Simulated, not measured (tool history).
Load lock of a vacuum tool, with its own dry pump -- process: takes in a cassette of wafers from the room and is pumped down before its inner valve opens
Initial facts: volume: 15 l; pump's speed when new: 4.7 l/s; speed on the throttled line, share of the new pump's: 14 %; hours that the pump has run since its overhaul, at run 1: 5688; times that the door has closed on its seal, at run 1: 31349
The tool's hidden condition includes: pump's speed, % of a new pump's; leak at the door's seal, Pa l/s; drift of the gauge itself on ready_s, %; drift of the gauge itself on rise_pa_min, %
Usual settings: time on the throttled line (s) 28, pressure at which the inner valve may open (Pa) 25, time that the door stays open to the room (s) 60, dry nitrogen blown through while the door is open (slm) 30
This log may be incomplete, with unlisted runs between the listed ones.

run    hour  time on the throttled line (s)  pressure at which the inner valve may open (Pa)  time that the door stays open to the room (s)  dry nitrogen blown through while the door is open (slm)  hours that the pump has run since its overhaul  times that the door has closed on its seal  incoming humidity of the room's air, %  time from the closed door until the inner valve may open (s)  rise of the pressure with all valves shut (Pa/min)
  1     0.0                              28                                               25                                             60                                                       30                                            5688                                       31349                                    46.6                                                          51.6                                               0.292
  2   158.4                              28                                               25                                             60                                                       30                                            5846                                       32014                                    51.7                                                          51.4                                               0.296
  3   271.3                              28                                               25                                             60                                                       30                                            5959                                       32488                                    46.6                                                          51.6                                               0.304
  4   406.2                              28                                               25                                             60                                                       30                                            6094                                       33055                                    45.4                                                          51.5                                               0.307
  5   473.5                              28                                               25                                             60                                                       30                                            6161                                       33337                                    45.3                                                          51.8                                               0.311
  6   570.6                              28                                               25                                             60                                                       30                                            6258                                       33745                                    44.5                                                          52.7                                               0.318
  7   643.3                              28                                               25                                             60                                                       30                                            6331                                       34050                                    43.3                                                          51.5                                               0.320
      745.3  -- door's seal changed, seat wiped
  8   745.3                              15                                               25                                             60                                                       30                                            6431                                           0                                    47.2                                                          41.2                                               0.034
  9   830.3                              15                                               25                                             60                                                       30                                            6516                                         357                                    45.2                                                          40.1                                               0.030
 10   989.0                              15                                               25                                             60                                                       30                                            6675                                        1023                                    44.9                                                          40.8                                               0.029
 11  1128.3                              15                                               25                                             60                                                       30                                            6814                                        1608                                    43.5                                                          40.0                                               0.033
 12  1232.2                              28                                               39                                             60                                                       30                                            6918                                        2044                                    46.7                                                          50.5                                               0.040
 13  1343.8                              28                                               39                                             60                                                       30                                            7030                                        2513                                    44.4                                                          50.5                                               0.038
 14  1425.3                              28                                               25                                             60                                                       30                                            7111                                        2855                                    47.3                                                          52.1                                               0.038
 15  1498.2                              28                                               25                                             60                                                       30                                            7184                                        3161                                    44.5                                                          52.3                                               0.039
 16  1646.3                              28                                               25                                             60                                                       30                                            7332                                        3783                                    42.8                                                          52.0                                               0.040
 17  1799.6                              28                                               37                                            107                                                       30                                            7486                                        4426                                    42.8                                                          50.3                                               0.052
 18  1882.5                              28                                               37                                             51                                                       30                                            7569                                        4774                                    42.0                                                          50.8                                               0.045
 19  1975.2                              24                                               50                                             51                                                       30                                            7661                                        5164                                    43.9                                                          46.8                                               0.046
 20  2040.9                              17                                               21                                             68                                                       22                                            7727                                        5440                                    44.4                                                          42.9                                               0.059
 21  2110.3                              28                                               35                                             60                                                       13                                            7796                                        5731                                    45.2                                                          51.0                                               0.062
 22  2258.5                              16                                               31                                            233                                                       12                                            7945                                        6353                                    45.9                                                          41.9                                               0.093
 23  2363.3                              16                                               31                                            233                                                       12                                            8049                                        6793                                    44.2                                                          40.6                                               0.091
 24  2484.6                              16                                               31                                            150                                                       12                                            8171                                        7302                                    44.9                                                          40.7                                               0.077
 25  2569.8                              22                                               35                                             35                                                       30                                            8256                                        7660                                    47.4                                                          45.5                                               0.057
 26  2670.2                              22                                               35                                             35                                                       30                                            8356                                        8081                                    40.1                                                          46.1                                               0.055
 27  2757.1                              53                                               30                                             35                                                       30                                            8443                                        8446                                    42.9                                                          72.0                                               0.057

Run 28 comes next. What will it give?
 28  2853.2                              28                                               18                                             39                                                        5                                            8539                                        8850                                    43.9                                                             ?                                                   ?

time from the closed door until the inner valve may open (s): 52.8
rise of the pressure with all valves shut (Pa/min): 0.080
If the tool had no hidden condition, the same run with the same run-to-run variation would have returned time from the closed door until the inner valve may open (s) 51.6, rise of the pressure with all valves shut (Pa/min) 0.039.

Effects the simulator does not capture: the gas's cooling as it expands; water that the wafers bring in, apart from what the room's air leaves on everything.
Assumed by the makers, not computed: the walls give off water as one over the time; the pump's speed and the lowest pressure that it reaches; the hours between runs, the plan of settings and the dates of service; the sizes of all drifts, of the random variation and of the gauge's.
